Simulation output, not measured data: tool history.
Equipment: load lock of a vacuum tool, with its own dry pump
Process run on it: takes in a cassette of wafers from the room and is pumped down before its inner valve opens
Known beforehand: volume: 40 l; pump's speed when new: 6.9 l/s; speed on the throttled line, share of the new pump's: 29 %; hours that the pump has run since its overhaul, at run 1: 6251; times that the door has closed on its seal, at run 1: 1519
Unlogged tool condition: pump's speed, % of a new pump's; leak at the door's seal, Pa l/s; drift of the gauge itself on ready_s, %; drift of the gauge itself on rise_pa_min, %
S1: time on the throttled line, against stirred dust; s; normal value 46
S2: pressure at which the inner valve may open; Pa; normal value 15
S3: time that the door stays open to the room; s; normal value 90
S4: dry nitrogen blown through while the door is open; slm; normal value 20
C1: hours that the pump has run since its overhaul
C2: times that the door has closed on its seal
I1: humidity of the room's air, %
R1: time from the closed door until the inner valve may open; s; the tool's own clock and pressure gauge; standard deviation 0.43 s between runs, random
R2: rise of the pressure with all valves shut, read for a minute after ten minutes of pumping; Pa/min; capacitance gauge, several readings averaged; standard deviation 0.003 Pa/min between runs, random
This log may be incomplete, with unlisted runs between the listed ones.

| run | hour | S1 | S2 | S3 | S4 | C1 | C2 | I1 | R1 | R2 |
|---|---|---|---|---|---|---|---|---|---|---|
| 1 | 0 | 46 | 15 | 90 | 20 | 6251 | 1519 | 47.2 | 86.6 | 0.035 |
| 2 | 234.3 | 46 | 15 | 90 | 20 | 6485 | 2072 | 43.8 | 87.3 | 0.034 |
| 3 | 386.3 | 46 | 15 | 90 | 20 | 6637 | 2430 | 42.8 | 86.7 | 0.037 |
| 4 | 725.4 | 46 | 15 | 90 | 20 | 6977 | 3230 | 48.2 | 87 | 0.038 |
| 5 | 894.3 | 46 | 15 | 90 | 20 | 7145 | 3628 | 48.1 | 87.3 | 0.042 |
| 6 | 1156.4 | 46 | 15 | 90 | 20 | 7408 | 4246 | 44 | 87.3 | 0.044 |
| 7 | 1485.9 | 46 | 15 | 90 | 20 | 7737 | 5022 | 46 | 87.7 | 0.042 |
| 8 | 1770.3 | 46 | 15 | 90 | 20 | 8021 | 5693 | 47 | 88 | 0.051 |
| 9 | 2112.9 | 46 | 15 | 90 | 20 | 8364 | 6501 | 47.8 | 87.8 | 0.053 |
| 10 | 2430.8 | 46 | 15 | 90 | 20 | 8682 | 7250 | 43.5 | 88.4 | 0.051 |
| 11 | 2691.1 | 46 | 15 | 90 | 20 | 8942 | 7864 | 41.8 | 88.1 | 0.052 |
| 12 | 2918.9 | 61 | 15 | 90 | 20 | 9170 | 8401 | 46.9 | 97.3 | 0.064 |
| 13 | 3151.4 | 61 | 15 | 90 | 20 | 9403 | 8949 | 46.4 | 97.9 | 0.067 |
| 14 | 3461.8 | 61 | 15 | 90 | 17 | 9713 | 9681 | 41.3 | 98.7 | 0.062 |
| 15 | 3717 | 61 | 15 | 90 | 17 | 9968 | 10283 | 44.9 | 98.6 | 0.069 |
| 16 | 3884.7 | 46 | 15 | 90 | 20 | 10136 | 10678 | 42 | 89 | 0.069 |
| 17 | 4238.4 | 46 | 15 | 90 | 20 | 10490 | 11512 | 39.9 | 88.6 | 0.066 |
| 18 | 4492 | 46 | 15 | 51 | 20 | 10743 | 12110 | 46.7 | 89.7 | 0.071 |
| 19 | 4758.8 | 46 | 15 | 51 | 20 | 11010 | 12739 | 45.1 | 89.4 | 0.073 |
| 20 | 4930.4 | 41 | 28 | 28 | 11 | 11182 | 13144 | 44.1 | 81.9 | 0.069 |
| 21 | 5084.1 | 43 | 28 | 89 | 11 | 11335 | 13506 | 48.5 | 83 | 0.096 |
| 22 | 5310.9 | 51 | 16 | 90 | 24 | 11562 | 14041 | 44.2 | 92.4 | 0.083 |
| 23 | 5548.6 | 51 | 23 | 87 | 24 | 11800 | 14601 | 44.3 | 89.8 | 0.086 |
| 24 | 5697.9 | 91 | 15 | 90 | 12 | 11949 | 14953 | 45.6 | 119.7 | 0.102 |
| 25 | 5962.2 | 37 | 15 | 46 | 24 | 12213 | 15576 | 45.3 | 84 | 0.087 |
| 26 | 6172.4 | 37 | 15 | 46 | 24 | 12424 | 16072 | 44.2 | 83.8 | 0.09 |

Run 27 is up next; what results do you expect?
| 27 | 6473.6 | 46 | 28 | 36 | 23 | 12725 | 16782 | 45 | ? | ? |

Logged for run 27: R1 85.2 s, R2 0.096 Pa/min.
Take away the tool's hidden state, keep the run-to-run variation as it was, and the same run would have given R1 80 s, R2 0.021 Pa/min.
